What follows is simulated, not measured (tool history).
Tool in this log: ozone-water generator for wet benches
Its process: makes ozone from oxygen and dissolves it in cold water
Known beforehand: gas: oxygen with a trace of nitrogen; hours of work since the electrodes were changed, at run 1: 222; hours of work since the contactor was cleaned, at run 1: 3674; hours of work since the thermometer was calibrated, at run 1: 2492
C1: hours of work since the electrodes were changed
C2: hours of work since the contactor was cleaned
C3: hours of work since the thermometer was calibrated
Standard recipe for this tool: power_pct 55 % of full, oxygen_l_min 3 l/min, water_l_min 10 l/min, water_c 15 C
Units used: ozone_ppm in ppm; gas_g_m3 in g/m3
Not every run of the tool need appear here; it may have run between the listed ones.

{"run": 1, "hour": 0.0, "power_pct": 55, "oxygen_l_min": 3, "water_l_min": 10, "water_c": 15, "C1": 222, "C2": 3674, "C3": 2492, "ozone_ppm": 11.6, "gas_g_m3": 118.1}
{"run": 2, "hour": 37.4, "power_pct": 55, "oxygen_l_min": 3, "water_l_min": 10, "water_c": 15, "C1": 252, "C2": 3705, "C3": 2523, "ozone_ppm": 11.7, "gas_g_m3": 117.3}
{"run": 3, "hour": 58.9, "power_pct": 55, "oxygen_l_min": 3, "water_l_min": 8, "water_c": 15, "C1": 270, "C2": 3722, "C3": 2540, "ozone_ppm": 14.1, "gas_g_m3": 116.3}
{"run": 4, "hour": 82.9, "power_pct": 55, "oxygen_l_min": 3, "water_l_min": 8, "water_c": 15, "C1": 290, "C2": 3742, "C3": 2560, "ozone_ppm": 14.1, "gas_g_m3": 116.8}
{"run": 5, "hour": 111.8, "power_pct": 45, "oxygen_l_min": 3, "water_l_min": 10, "water_c": 15, "C1": 314, "C2": 3766, "C3": 2584, "ozone_ppm": 9.6, "gas_g_m3": 98.1}
{"run": 6, "hour": 152.0, "power_pct": 75, "oxygen_l_min": 3, "water_l_min": 10, "water_c": 15, "C1": 347, "C2": 3799, "C3": 2617, "ozone_ppm": 15.4, "gas_g_m3": 155.9}
{"run": 7, "hour": 189.4, "power_pct": 55, "oxygen_l_min": 3, "water_l_min": 10, "water_c": 15, "C1": 378, "C2": 3830, "C3": 2648, "ozone_ppm": 11.5, "gas_g_m3": 116.7}
{"run": 8, "hour": 220.9, "power_pct": 55, "oxygen_l_min": 3, "water_l_min": 10, "water_c": 14, "C1": 404, "C2": 3856, "C3": 2674, "ozone_ppm": 11.8, "gas_g_m3": 116.8}
{"run": 9, "hour": 262.0, "power_pct": 55, "oxygen_l_min": 3, "water_l_min": 10, "water_c": 14, "C1": 437, "C2": 3890, "C3": 2708, "ozone_ppm": 11.6, "gas_g_m3": 116.4}
{"run": 10, "hour": 303.6, "power_pct": 55, "oxygen_l_min": 3, "water_l_min": 10, "water_c": 15, "C1": 472, "C2": 3924, "C3": 2742, "ozone_ppm": 11.5, "gas_g_m3": 115.3}
{"run": 11, "hour": 326.1, "power_pct": 55, "oxygen_l_min": 3, "water_l_min": 10, "water_c": 15, "C1": 490, "C2": 3942, "C3": 2760, "ozone_ppm": 11.5, "gas_g_m3": 116.8}
{"run": 12, "hour": 347.0, "power_pct": 55, "oxygen_l_min": 3, "water_l_min": 10, "water_c": 15, "C1": 507, "C2": 3960, "C3": 2778, "ozone_ppm": 11.5, "gas_g_m3": 117.1}
{"hour": 350.4, "done": "water thermometer calibrated"}
{"run": 13, "hour": 392.5, "power_pct": 55, "oxygen_l_min": 1.73, "water_l_min": 10, "water_c": 15, "C1": 545, "C2": 3997, "C3": 35, "ozone_ppm": 12.1, "gas_g_m3": 170.7}
{"run": 14, "hour": 422.6, "power_pct": 55, "oxygen_l_min": 1.73, "water_l_min": 10, "water_c": 15, "C1": 569, "C2": 4022, "C3": 59, "ozone_ppm": 11.9, "gas_g_m3": 169}
{"run": 15, "hour": 445.4, "power_pct": 55, "oxygen_l_min": 1.73, "water_l_min": 10, "water_c": 15, "C1": 588, "C2": 4040, "C3": 78, "ozone_ppm": 12.1, "gas_g_m3": 171.2}
{"run": 16, "hour": 483.6, "power_pct": 55, "oxygen_l_min": 3, "water_l_min": 15, "water_c": 15, "C1": 620, "C2": 4072, "C3": 110, "ozone_ppm": 7.6, "gas_g_m3": 115.9}
{"hour": 491.2, "done": "water thermometer calibrated, once more"}
{"run": 17, "hour": 507.6, "power_pct": 76, "oxygen_l_min": 2.39, "water_l_min": 7, "water_c": 8, "C1": 639, "C2": 4091, "C3": 13, "ozone_ppm": 24.2, "gas_g_m3": 181.9}
{"run": 18, "hour": 532.4, "power_pct": 76, "oxygen_l_min": 2.39, "water_l_min": 7, "water_c": 8, "C1": 659, "C2": 4112, "C3": 34, "ozone_ppm": 24.5, "gas_g_m3": 180.9}
{"run": 19, "hour": 562.4, "power_pct": 43, "oxygen_l_min": 4.74, "water_l_min": 16, "water_c": 19, "C1": 684, "C2": 4136, "C3": 59, "ozone_ppm": 5.1, "gas_g_m3": 68}
{"run": 20, "hour": 590.1, "power_pct": 55, "oxygen_l_min": 3, "water_l_min": 13, "water_c": 15, "C1": 707, "C2": 4159, "C3": 82, "ozone_ppm": 8.6, "gas_g_m3": 117}
{"run": 21, "hour": 630.5, "power_pct": 49, "oxygen_l_min": 2.96, "water_l_min": 7, "water_c": 8, "C1": 740, "C2": 4192, "C3": 115, "ozone_ppm": 15.9, "gas_g_m3": 106}
{"run": 22, "hour": 651.7, "power_pct": 55, "oxygen_l_min": 4.54, "water_l_min": 10, "water_c": 15, "C1": 758, "C2": 4210, "C3": 132, "ozone_ppm": 10.5, "gas_g_m3": 86.8}
{"run": 23, "hour": 691.4, "power_pct": 55, "oxygen_l_min": 4.54, "water_l_min": 10, "water_c": 15, "C1": 790, "C2": 4243, "C3": 165, "ozone_ppm": 10.6, "gas_g_m3": 87.8}

The next listed run, before its measurement:
{"run": 24, "hour": 725.9, "power_pct": 55, "oxygen_l_min": 4.54, "water_l_min": 10, "water_c": 15, "C1": 819, "C2": 4271, "C3": 193, "ozone_ppm": "?", "gas_g_m3": "?"}

{"run 24": {"ozone_ppm": 10.4, "gas_g_m3": 87.2}}
If the tool had no hidden condition, the same run with the same run-to-run variation would have returned ozone_ppm 11.1 ppm, gas_g_m3 89.3 g/m3.
